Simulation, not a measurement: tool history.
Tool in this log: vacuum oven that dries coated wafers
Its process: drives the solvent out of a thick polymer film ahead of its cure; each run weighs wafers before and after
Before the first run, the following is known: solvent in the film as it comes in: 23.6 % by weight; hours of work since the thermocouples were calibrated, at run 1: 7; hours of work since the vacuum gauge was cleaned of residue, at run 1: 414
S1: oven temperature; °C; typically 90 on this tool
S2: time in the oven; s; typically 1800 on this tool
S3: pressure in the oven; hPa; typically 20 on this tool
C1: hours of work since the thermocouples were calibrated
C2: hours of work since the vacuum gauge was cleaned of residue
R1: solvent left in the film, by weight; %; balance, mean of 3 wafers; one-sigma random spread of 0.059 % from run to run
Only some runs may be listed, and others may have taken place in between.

run 1 hour=0 | S1=90 S2=1800 S3=20 | C1=7 C2=414 | R1=3.18
run 2 hour=17.2 | S1=90 S2=1800 S3=20 | C1=14 C2=421 | R1=3.04
run 3 hour=34.5 | S1=90 S2=1800 S3=20 | C1=21 C2=428 | R1=3.14
run 4 hour=57.4 | S1=90 S2=1740 S3=20 | C1=30 C2=437 | R1=3.44
run 5 hour=85.3 | S1=90 S2=1800 S3=20 | C1=41 C2=448 | R1=3.1
run 6 hour=113.2 | S1=90 S2=1800 S3=19.5 | C1=52 C2=459 | R1=3.08
run 7 hour=145.2 | S1=86 S2=1800 S3=20 | C1=65 C2=472 | R1=4.69
run 8 hour=169.5 | S1=86 S2=1800 S3=20 | C1=75 C2=482 | R1=4.83
run 9 hour=192.5 | S1=82 S2=1800 S3=20 | C1=84 C2=491 | R1=6.49
run 10 hour=211.9 | S1=82 S2=1800 S3=20 | C1=92 C2=499 | R1=6.49
run 11 hour=226.6 | S1=90 S2=1800 S3=11.6 | C1=98 C2=505 | R1=2.89
run 12 hour=243.1 | S1=90 S2=1800 S3=11.6 | C1=104 C2=512 | R1=2.93
run 13 hour=275.9 | S1=90 S2=1800 S3=20 | C1=118 C2=525 | R1=3.08
run 14 hour=292.9 | S1=90 S2=1800 S3=20 | C1=124 C2=532 | R1=3.06
run 15 hour=324.3 | S1=90 S2=1800 S3=20 | C1=137 C2=544 | R1=3.02
run 16 hour=343.2 | S1=90 S2=1800 S3=20 | C1=145 C2=552 | R1=3.03
run 17 hour=365.6 | S1=90 S2=1800 S3=20 | C1=154 C2=561 | R1=3.06
run 18 hour=387.8 | S1=90 S2=1800 S3=20 | C1=162 C2=570 | R1=3
run 19 hour=404.9 | S1=90 S2=1800 S3=20 | C1=169 C2=576 | R1=3.05
run 20 hour=436.6 | S1=85 S2=1860 S3=68 | C1=182 C2=589 | R1=5.95
run 21 hour=460.5 | S1=85 S2=1860 S3=68 | C1=192 C2=599 | R1=6.05
run 22 hour=491.7 | S1=85 S2=1860 S3=68 | C1=204 C2=611 | R1=6.04
run 23 hour=515.8 | S1=96 S2=1860 S3=51.2 | C1=214 C2=621 | R1=1.76
run 24 hour=534.5 | S1=96 S2=1860 S3=51.2 | C1=221 C2=629 | R1=1.75
run 25 hour=565.7 | S1=90 S2=1020 S3=47.7 | C1=234 C2=641 | R1=7.08
run 26 hour=584.2 | S1=101 S2=1380 S3=62.5 | C1=241 C2=648 | R1=1.77
run 27 hour=616.6 | S1=78 S2=2340 S3=67.9 | C1=254 C2=662 | R1=7.78
run 28 hour=643.3 | S1=86 S2=1620 S3=66.3 | C1=265 C2=672 | R1=6.18
run 29 hour=658 | S1=90 S2=1800 S3=32.8 | C1=271 C2=678 | R1=3.17
run 30 hour=684.5 | S1=87 S2=1800 S3=20 | C1=282 C2=689 | R1=4.03
run 31 hour=714.2 | S1=87 S2=1800 S3=20 | C1=293 C2=701 | R1=4.03
run 32 hour=736 | S1=87 S2=1200 S3=30.6 | C1=302 C2=709 | R1=6.82
run 33 hour=759 | S1=87 S2=1200 S3=30.6 | C1=311 C2=719 | R1=6.74

3 ways to go on from here, each from the tool as it stands after run 33. What would each give?
run A hour=775.9 | S1=90 S2=2160 S3=22.2 | C1=318 C2=725 | R1=?
run B hour=775.9 | S1=94 S2=1440 S3=12.8 | C1=318 C2=725 | R1=?
run C hour=775.9 | S1=103 S2=3120 S3=25.2 | C1=318 C2=725 | R1=?

run=A R1=2.15
run=B R1=2.52
run=C R1=0.33
Had the tool no hidden state, the same runs would have come out as:
run=A R1=2.35
run=B R1=2.76
run=C R1=0.32

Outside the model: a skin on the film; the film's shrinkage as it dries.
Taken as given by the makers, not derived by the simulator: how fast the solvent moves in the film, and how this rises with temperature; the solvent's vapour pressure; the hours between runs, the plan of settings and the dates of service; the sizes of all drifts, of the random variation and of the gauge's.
